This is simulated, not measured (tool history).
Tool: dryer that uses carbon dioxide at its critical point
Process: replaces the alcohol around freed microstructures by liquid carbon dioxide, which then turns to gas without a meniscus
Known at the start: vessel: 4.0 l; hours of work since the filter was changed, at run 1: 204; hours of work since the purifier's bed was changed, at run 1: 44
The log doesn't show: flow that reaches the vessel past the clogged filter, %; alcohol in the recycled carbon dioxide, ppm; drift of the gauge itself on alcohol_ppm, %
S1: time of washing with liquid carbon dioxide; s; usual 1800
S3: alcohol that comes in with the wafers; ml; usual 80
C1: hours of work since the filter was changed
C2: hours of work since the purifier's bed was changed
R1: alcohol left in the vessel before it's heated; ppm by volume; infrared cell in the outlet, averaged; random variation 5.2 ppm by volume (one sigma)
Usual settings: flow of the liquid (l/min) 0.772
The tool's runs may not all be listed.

run 1 hour=0.0 | S1=1800 flow_of_the_liquid_(l/min)=0.772 S3=80 | C1=204 C2=44 | R1=139
run 2 hour=4.6 | S1=1800 flow_of_the_liquid_(l/min)=0.614 S3=80 | C1=206 C2=46 | R1=389
run 3 hour=12.6 | S1=1800 flow_of_the_liquid_(l/min)=0.614 S3=80 | C1=210 C2=50 | R1=379
run 4 hour=17.3 | S1=1800 flow_of_the_liquid_(l/min)=0.614 S3=80 | C1=212 C2=52 | R1=398
run 5 hour=26.2 | S1=1800 flow_of_the_liquid_(l/min)=0.614 S3=80 | C1=216 C2=56 | R1=407
run 6 hour=31.1 | S1=1800 flow_of_the_liquid_(l/min)=0.772 S3=24 | C1=218 C2=59 | R1=43
run 7 hour=35.4 | S1=1800 flow_of_the_liquid_(l/min)=0.772 S3=80 | C1=220 C2=61 | R1=147
run 8 hour=43.1 | S1=1800 flow_of_the_liquid_(l/min)=1.131 S3=80 | C1=224 C2=64 | R1=24
run 9 hour=51.8 | S1=1800 flow_of_the_liquid_(l/min)=1.131 S3=80 | C1=228 C2=68 | R1=14
run 10 hour=56.9 | S1=1800 flow_of_the_liquid_(l/min)=1.131 S3=80 | C1=230 C2=70 | R1=29
run 11 hour=61.8 | S1=1800 flow_of_the_liquid_(l/min)=1.131 S3=80 | C1=232 C2=73 | R1=34
run 12 hour=65.8 | S1=1800 flow_of_the_liquid_(l/min)=1.131 S3=80 | C1=234 C2=74 | R1=24
run 13 hour=70.5 | S1=1800 flow_of_the_liquid_(l/min)=1.131 S3=80 | C1=236 C2=77 | R1=20
run 14 hour=79.2 | S1=1800 flow_of_the_liquid_(l/min)=0.772 S3=80 | C1=240 C2=81 | R1=161
run 15 hour=87.0 | S1=1800 flow_of_the_liquid_(l/min)=0.772 S3=80 | C1=244 C2=84 | R1=155
run 16 hour=91.0 | S1=1800 flow_of_the_liquid_(l/min)=0.772 S3=80 | C1=246 C2=86 | R1=157
run 17 hour=98.7 | S1=1800 flow_of_the_liquid_(l/min)=0.772 S3=80 | C1=249 C2=89 | R1=158
run 18 hour=105.0 | S1=1800 flow_of_the_liquid_(l/min)=0.772 S3=51 | C1=252 C2=92 | R1=106
run 19 hour=112.8 | S1=1800 flow_of_the_liquid_(l/min)=0.772 S3=51 | C1=256 C2=96 | R1=105
run 20 hour=119.5 | S1=1800 flow_of_the_liquid_(l/min)=0.772 S3=23 | C1=259 C2=99 | R1=53
run 21 hour=123.1 | S1=1800 flow_of_the_liquid_(l/min)=0.772 S3=23 | C1=260 C2=101 | R1=65
run 22 hour=130.7 | S1=1800 flow_of_the_liquid_(l/min)=0.947 S3=80 | C1=264 C2=104 | R1=63
run 23 hour=138.0 | S1=1800 flow_of_the_liquid_(l/min)=0.947 S3=80 | C1=267 C2=107 | R1=63
run 24 hour=146.9 | S1=1800 flow_of_the_liquid_(l/min)=0.772 S3=67 | C1=271 C2=111 | R1=133
run 25 hour=154.3 | S1=1800 flow_of_the_liquid_(l/min)=0.772 S3=67 | C1=275 C2=115 | R1=137
run 26 hour=161.3 | S1=2340 flow_of_the_liquid_(l/min)=0.841 S3=63 | C1=278 C2=118 | R1=31
run 27 hour=168.5 | S1=2340 flow_of_the_liquid_(l/min)=0.879 S3=68 | C1=281 C2=121 | R1=22
run 28 hour=176.4 | S1=1800 flow_of_the_liquid_(l/min)=0.789 S3=28 | C1=285 C2=125 | R1=70
run 29 hour=183.5 | S1=1800 flow_of_the_liquid_(l/min)=0.789 S3=28 | C1=288 C2=128 | R1=77
run 30 hour=187.8 | S1=1080 flow_of_the_liquid_(l/min)=0.789 S3=28 | C1=290 C2=130 | R1=370
run 31 hour=194.6 | S1=1080 flow_of_the_liquid_(l/min)=0.789 S3=28 | C1=293 C2=133 | R1=380
run 32 hour=200.8 | S1=1080 flow_of_the_liquid_(l/min)=0.789 S3=28 | C1=296 C2=136 | R1=371
run 33 hour=206.9 | S1=1440 flow_of_the_liquid_(l/min)=0.707 S3=28 | C1=299 C2=139 | R1=219
run 34 hour=210.6 | S1=1740 flow_of_the_liquid_(l/min)=1.231 S3=28 | C1=300 C2=141 | R1=14
run 35 hour=216.2 | S1=1920 flow_of_the_liquid_(l/min)=1.220 S3=47 | C1=303 C2=143 | R1=12
run 36 hour=222.4 | S1=2160 flow_of_the_liquid_(l/min)=0.772 S3=28 | C1=306 C2=146 | R1=25
run 37 hour=228.4 | S1=2160 flow_of_the_liquid_(l/min)=0.772 S3=28 | C1=308 C2=149 | R1=26
run 38 hour=234.0 | S1=2640 flow_of_the_liquid_(l/min)=0.622 S3=28 | C1=311 C2=151 | R1=43
run 39 hour=239.5 | S1=2640 flow_of_the_liquid_(l/min)=0.622 S3=28 | C1=313 C2=154 | R1=42
run 40 hour=248.4 | S1=1620 flow_of_the_liquid_(l/min)=0.495 S3=59 | C1=318 C2=158 | R1=976
run 41 hour=255.0 | S1=1200 flow_of_the_liquid_(l/min)=0.612 S3=54 | C1=321 C2=161 | R1=1115
run 42 hour=261.7 | S1=1200 flow_of_the_liquid_(l/min)=0.652 S3=54 | C1=324 C2=164 | R1=951
run 43 hour=269.9 | S1=1200 flow_of_the_liquid_(l/min)=0.652 S3=65 | C1=327 C2=168 | R1=1141
run 44 hour=277.9 | S1=1320 flow_of_the_liquid_(l/min)=0.652 S3=65 | C1=331 C2=171 | R1=846
run 45 hour=284.9 | S1=1320 flow_of_the_liquid_(l/min)=0.652 S3=65 | C1=334 C2=174 | R1=902
run 46 hour=288.8 | S1=1320 flow_of_the_liquid_(l/min)=0.652 S3=65 | C1=336 C2=176 | R1=882
run 47 hour=296.0 | S1=1560 flow_of_the_liquid_(l/min)=0.627 S3=66 | C1=339 C2=180 | R1=609

3 ways to go on from here, each from the tool as it stands after run 47. What would each give?
run A hour=302.1 | S1=1920 flow_of_the_liquid_(l/min)=1.305 S3=80 | C1=342 C2=182 | R1=?
run B hour=302.1 | S1=1800 flow_of_the_liquid_(l/min)=1.117 S3=103 | C1=342 C2=182 | R1=?
run C hour=302.1 | S1=1560 flow_of_the_liquid_(l/min)=0.759 S3=91 | C1=342 C2=182 | R1=?

run=A R1=28
run=B R1=38
run=C R1=406
Without the tool's hidden state the same runs would have given:
run=A R1=14
run=B R1=11
run=C R1=233

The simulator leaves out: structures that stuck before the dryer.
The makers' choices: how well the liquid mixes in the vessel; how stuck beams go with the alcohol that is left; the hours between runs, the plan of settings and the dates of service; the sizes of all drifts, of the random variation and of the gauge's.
